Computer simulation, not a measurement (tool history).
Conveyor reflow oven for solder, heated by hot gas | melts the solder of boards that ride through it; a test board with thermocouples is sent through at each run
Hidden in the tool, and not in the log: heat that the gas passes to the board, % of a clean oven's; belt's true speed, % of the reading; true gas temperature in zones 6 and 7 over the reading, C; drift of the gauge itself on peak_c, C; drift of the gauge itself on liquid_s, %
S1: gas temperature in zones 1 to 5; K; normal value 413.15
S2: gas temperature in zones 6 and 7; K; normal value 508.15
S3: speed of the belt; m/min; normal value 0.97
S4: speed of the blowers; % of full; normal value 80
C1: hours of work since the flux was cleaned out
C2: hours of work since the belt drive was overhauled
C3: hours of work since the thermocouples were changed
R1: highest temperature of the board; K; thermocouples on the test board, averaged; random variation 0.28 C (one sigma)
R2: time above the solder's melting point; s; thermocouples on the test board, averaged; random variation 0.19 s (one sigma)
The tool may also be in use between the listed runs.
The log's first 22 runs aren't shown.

Run 23, hour 937.5: usual settings but S1 427.15 K; C1 165; C2 709; C3 94. Result: R1 496.85 K, R2 44.1 s.
At hour 967.3: flux residue cleaned out of gas plates and filters.
Run 24, hour 1003: usual settings but S1 427.15 K; C1 24; C2 750; C3 135. Result: R1 496.95 K, R2 44.4 s.
Run 25, hour 1057.7: usual settings but S1 415.15 K, S3 0.904 m/min; C1 61; C2 787; C3 172. Result: R1 497.15 K, R2 44.2 s.
Run 26, hour 1109.6: usual settings but S1 415.15 K, S3 0.801 m/min, S4 70 % of full; C1 96; C2 822; C3 207. Result: R1 497.85 K, R2 50.9 s.
Run 27, hour 1169.1: usual settings but S1 399.15 K, S3 0.934 m/min; C1 137; C2 862; C3 248. Result: R1 493.55 K, R2 38.2 s.
Run 28, hour 1196.4: usual settings but S1 399.15 K, S3 0.934 m/min; C1 155; C2 881; C3 266. Result: R1 494.15 K, R2 38.3 s.
Run 29, hour 1230.1: usual settings but S1 399.15 K, S3 0.934 m/min; C1 178; C2 904; C3 289. Result: R1 493.95 K, R2 38.2 s.
At hour 1241.7: flux residue cleaned out of gas plates and filters.
Run 30, hour 1270.7: usual settings but S3 0.823 m/min; C1 20; C2 928; C3 313. Result: R1 498.65 K, R2 49.5 s.

3 options for the next run, each taken on its own from the tool as it stands now. Forecast them:
Run A, hour 1318.6: usual settings but S1 398.15 K, S3 0.823 m/min; C1 52; C2 960; C3 346. Result: R1 ?, R2 ?.
Run B, hour 1318.6: usual settings but S1 422.15 K, S4 50 % of full; C1 52; C2 960; C3 346. Result: R1 ?, R2 ?.
Run C, hour 1318.6: usual settings but S2 513.15 K, S3 0.823 m/min, S4 81 % of full; C1 52; C2 960; C3 346. Result: R1 ?, R2 ?.

run      R1    R2
  A  496.95  45.7
  B  487.95  38.1
  C  503.65  51.8
Stripped of hidden state, with their random variation kept, the same runs would have yielded:
run      R1    R2
  A  497.05  45.7
  B  488.05  38.1
  C  503.75  51.8

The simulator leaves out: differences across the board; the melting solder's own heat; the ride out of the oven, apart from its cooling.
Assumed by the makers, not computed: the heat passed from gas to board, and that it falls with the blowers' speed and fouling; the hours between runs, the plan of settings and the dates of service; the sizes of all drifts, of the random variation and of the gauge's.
